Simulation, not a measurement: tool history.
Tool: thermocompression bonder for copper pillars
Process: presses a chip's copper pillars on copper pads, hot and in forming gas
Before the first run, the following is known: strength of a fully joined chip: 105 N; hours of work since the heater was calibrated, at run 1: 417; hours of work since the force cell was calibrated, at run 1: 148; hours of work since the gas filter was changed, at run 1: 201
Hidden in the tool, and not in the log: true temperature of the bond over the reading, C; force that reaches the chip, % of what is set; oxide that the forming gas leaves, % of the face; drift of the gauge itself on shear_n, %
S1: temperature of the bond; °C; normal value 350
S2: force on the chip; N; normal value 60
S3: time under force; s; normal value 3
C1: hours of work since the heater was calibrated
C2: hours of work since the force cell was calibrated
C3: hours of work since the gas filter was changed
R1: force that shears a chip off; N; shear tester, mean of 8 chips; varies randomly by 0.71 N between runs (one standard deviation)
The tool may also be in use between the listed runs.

run,hour,S1,S2,S3,C1,C2,C3,R1
1,0.0,350,60,3,417,148,201,44.0
2,12.4,350,60,3,425,157,209,43.8
3,24.2,350,60,3,433,165,217,43.4
4,44.3,350,60,2,446,178,231,36.5
5,68.7,350,60,3,463,194,247,42.4
6,94.3,350,60,3,480,212,264,41.4
7,106.8,350,60,3,488,220,273,42.3
8,121.7,350,50,3,498,230,283,37.2
9,140.6,350,60,3,511,243,295,42.1
10,162.7,350,60,3,526,257,310,41.5
11,181.4,350,60,3,538,270,323,40.5
# hour 184.9: heater calibrated with a thermocouple chip
12,204.7,350,60,3,13,284,337,39.4
13,225.4,350,60,3,27,298,351,39.7
14,241.7,321,60,3,38,309,362,29.3
# hour 257.7: heater calibrated with a thermocouple chip, once more
15,269.0,321,60,3,8,326,379,34.1
# hour 280.3: forming gas filter changed
16,288.2,350,47,3,20,339,5,42.1
17,304.0,321,60,3,31,349,16,38.2
18,318.2,350,64,3,40,359,25,51.0
19,332.2,350,64,3,50,368,35,50.1
20,350.7,350,64,3,62,381,47,50.8
21,366.6,350,64,3,73,391,58,50.0
22,385.0,329,62,5,85,404,70,48.5
23,408.9,329,62,5,101,420,86,49.1
24,427.8,329,62,5,114,432,99,48.2
25,439.8,373,62,6,122,440,107,69.8
26,455.1,362,49,6,132,451,117,56.1
27,472.1,350,42,3,143,462,129,37.8
28,490.5,365,80,3,156,474,141,60.0
29,513.5,350,60,2,171,490,156,39.8
30,535.0,350,86,5,186,504,171,62.8
31,549.1,350,86,5,195,514,180,64.3
32,574.3,324,74,3,212,531,197,40.1
33,600.6,324,52,6,230,548,215,42.7
34,624.6,324,65,3,246,564,231,37.4
35,636.3,324,65,3,254,572,239,37.2
36,656.0,342,37,3,267,585,252,30.1
37,674.2,342,37,3,279,598,264,29.5
38,698.1,324,43,4,295,614,280,31.7
39,719.1,350,60,3,309,628,294,42.0

Table of differences, measured result less the result of that run with no hidden state. Run-to-run variation is the same in both. Gauge scatter possibly is not:
run,R1
1,-6.8
2,-6.9
3,-7.0
4,-6.3
5,-7.6
6,-8.0
7,-8.1
8,-7.6
9,-8.6
10,-8.9
11,-9.1
12,-11.0
13,-11.3
14,-9.7
15,-5.5
16,-1.1
17,-1.3
18,-1.7
19,-2.0
20,-2.3
21,-2.4
22,-2.8
23,-3.2
24,-3.5
25,-4.4
26,-4.2
27,-3.3
28,-5.0
29,-4.2
30,-6.1
31,-6.4
32,-5.3
33,-5.8
34,-5.6
35,-5.8
36,-5.0
37,-5.3
38,-5.7
39,-7.5
